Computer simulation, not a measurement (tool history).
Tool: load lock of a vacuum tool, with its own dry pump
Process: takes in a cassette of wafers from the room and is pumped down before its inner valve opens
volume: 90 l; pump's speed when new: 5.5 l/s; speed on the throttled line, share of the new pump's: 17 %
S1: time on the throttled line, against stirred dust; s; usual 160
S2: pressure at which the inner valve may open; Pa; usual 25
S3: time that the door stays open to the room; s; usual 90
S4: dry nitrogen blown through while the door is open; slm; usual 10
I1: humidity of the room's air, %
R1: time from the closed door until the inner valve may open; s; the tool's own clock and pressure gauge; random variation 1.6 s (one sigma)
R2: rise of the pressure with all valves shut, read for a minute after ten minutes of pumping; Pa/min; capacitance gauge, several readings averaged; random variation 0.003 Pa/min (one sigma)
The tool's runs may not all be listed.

run 1 hour=0.0 | S1=160 S2=25 S3=90 S4=10 | I1=44.8 | R1=278.1 R2=0.051
run 2 hour=107.7 | S1=160 S2=25 S3=90 S4=10 | I1=47.3 | R1=283.3 R2=0.052
run 3 hour=215.0 | S1=160 S2=25 S3=101 S4=10 | I1=45.5 | R1=277.0 R2=0.052
run 4 hour=356.6 | S1=160 S2=25 S3=101 S4=10 | I1=44.3 | R1=280.4 R2=0.057
run 5 hour=523.8 | S1=160 S2=25 S3=90 S4=10 | I1=48.1 | R1=278.0 R2=0.059
run 6 hour=645.1 | S1=160 S2=25 S3=90 S4=10 | I1=46.0 | R1=280.4 R2=0.054
run 7 hour=747.9 | S1=190 S2=25 S3=90 S4=10 | I1=42.7 | R1=303.0 R2=0.047
run 8 hour=923.8 | S1=190 S2=25 S3=90 S4=10 | I1=48.8 | R1=302.9 R2=0.059
run 9 hour=1098.8 | S1=160 S2=25 S3=90 S4=6 | I1=44.3 | R1=283.5 R2=0.054
run 10 hour=1209.1 | S1=160 S2=25 S3=79 S4=12 | I1=46.5 | R1=280.4 R2=0.052
run 11 hour=1285.0 | S1=160 S2=28 S3=79 S4=12 | I1=45.4 | R1=278.3 R2=0.054
run 12 hour=1390.0 | S1=160 S2=28 S3=79 S4=12 | I1=44.9 | R1=280.6 R2=0.056
run 13 hour=1541.0 | S1=160 S2=28 S3=79 S4=12 | I1=49.0 | R1=279.7 R2=0.055
run 14 hour=1671.6 | S1=152 S2=31 S3=43 S4=4 | I1=48.3 | R1=270.3 R2=0.052
run 15 hour=1825.9 | S1=152 S2=31 S3=43 S4=4 | I1=45.0 | R1=272.2 R2=0.055
run 16 hour=1918.2 | S1=160 S2=33 S3=89 S4=10 | I1=45.0 | R1=275.7 R2=0.060
run 17 hour=2050.1 | S1=160 S2=33 S3=89 S4=10 | I1=42.5 | R1=276.7 R2=0.056

Hidden state or all else? Some run-to-run changes of R1, split into what the settings, what came in and random variation would give without the hidden state, and what is left for the hidden state (with any gauge scatter that isn't in both results):
The hidden state here: pump's speed, % of a new pump's; leak at the door's seal, Pa l/s; drift of the gauge itself on ready_s, %; drift of the gauge itself on rise_pa_min, %.
Run 6 -> 7: S1 160 -> 190. R1 +22.6 s: hidden state -0.5, all else +23.1.
Run 8 -> 9: S1 190 -> 160, S4 10 -> 6. R1 -19.4 s: hidden state +1.0, all else -20.4.
